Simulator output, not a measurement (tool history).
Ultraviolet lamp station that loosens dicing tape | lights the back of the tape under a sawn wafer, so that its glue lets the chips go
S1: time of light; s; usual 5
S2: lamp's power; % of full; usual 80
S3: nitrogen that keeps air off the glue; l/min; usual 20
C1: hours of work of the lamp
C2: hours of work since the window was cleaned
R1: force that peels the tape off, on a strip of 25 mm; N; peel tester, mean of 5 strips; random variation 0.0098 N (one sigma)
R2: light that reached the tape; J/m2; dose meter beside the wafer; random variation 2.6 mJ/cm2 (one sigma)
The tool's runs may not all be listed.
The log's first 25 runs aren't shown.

Run 26, hour 1625.2: usual settings but S1 8 s, S2 82 % of full, S3 36 l/min; C1 287; C2 257. Result: R1 0.154 N, R2 5300 J/m2.
Run 27, hour 1707.5: usual settings but S1 10 s, S2 82 % of full, S3 36 l/min; C1 332; C2 302. Result: R1 0.143 N, R2 6620 J/m2.
At hour 1721.7: window cleaned of glue's vapour.
Run 28, hour 1763.3: usual settings but S1 10 s, S2 82 % of full, S3 36 l/min; C1 362; C2 22. Result: R1 0.139 N, R2 6620 J/m2.
Run 29, hour 1815.9: usual settings but S1 4 s, S2 87 % of full, S3 36 l/min; C1 390; C2 51. Result: R1 0.452 N, R2 2740 J/m2.
Run 30, hour 1865.6: usual settings but S1 2 s, S2 77 % of full, S3 18 l/min; C1 417; C2 78. Result: R1 2.492 N, R2 1250 J/m2.
Run 31, hour 1929.9: usual settings but S1 3 s, S2 77 % of full, S3 9 l/min; C1 452; C2 112. Result: R1 1.795 N, R2 1860 J/m2.
Run 32, hour 1980.9: usual settings but S1 3 s, S2 77 % of full, S3 9 l/min; C1 479; C2 140. Result: R1 1.814 N, R2 1860 J/m2.
Run 33, hour 2056.5: usual settings but S1 3 s, S2 77 % of full, S3 9 l/min; C1 520; C2 181. Result: R1 1.804 N, R2 1870 J/m2.
Run 34, hour 2109.7: usual settings but S1 2 s, S2 70 % of full, S3 8 l/min; C1 549; C2 210. Result: R1 3.407 N, R2 1120 J/m2.
Run 35, hour 2166.1: usual settings but S1 2 s, S2 70 % of full, S3 8 l/min; C1 579; C2 240. Result: R1 3.355 N, R2 1070 J/m2.
Run 36, hour 2233.7: usual settings but S3 18 l/min; C1 616; C2 277. Result: R1 0.437 N, R2 3180 J/m2.
At hour 2300.9: window cleaned of glue's vapour.
Run 37, hour 2310.6: usual settings but S2 76 % of full, S3 21 l/min; C1 657; C2 5. Result: R1 0.443 N, R2 3030 J/m2.
Run 38, hour 2377.9: usual settings but S1 6 s, S2 75 % of full, S3 27 l/min; C1 693; C2 42. Result: R1 0.295 N, R2 3590 J/m2.
Run 39, hour 2446.8: usual settings but S2 75 % of full, S3 9 l/min; C1 731; C2 79. Result: R1 0.748 N, R2 2990 J/m2.
Run 40, hour 2534.7: usual settings but S2 85 % of full, S3 9 l/min; C1 778; C2 126. Result: R1 0.574 N, R2 3430 J/m2.
Run 41, hour 2616.6: usual settings but S2 85 % of full, S3 9 l/min; C1 822; C2 171. Result: R1 0.564 N, R2 3390 J/m2.
Run 42, hour 2672.4: usual settings but S1 2 s, S2 85 % of full, S3 14 l/min; C1 852; C2 201. Result: R1 2.374 N, R2 1350 J/m2.

Forecast each of these 3 alternatives for the next run:
Run A, hour 2737.7: usual settings but S1 2 s, S2 85 % of full, S3 7 l/min; C1 888; C2 236. Result: R1 ?, R2 ?.
Run B, hour 2737.7: usual settings but S1 4 s, S3 15 l/min; C1 888; C2 236. Result: R1 ?, R2 ?.
Run C, hour 2737.7: usual settings but S1 3 s, S2 88 % of full, S3 14 l/min; C1 888; C2 236. Result: R1 ?, R2 ?.

run     R1    R2
  A  2.949  1360
  B  0.822  2540
  C  1.203  2120
Without the tool's hidden state the same runs would have given:
run     R1    R2
  A  2.943  1360
  B  0.818  2550
  C  1.199  2120
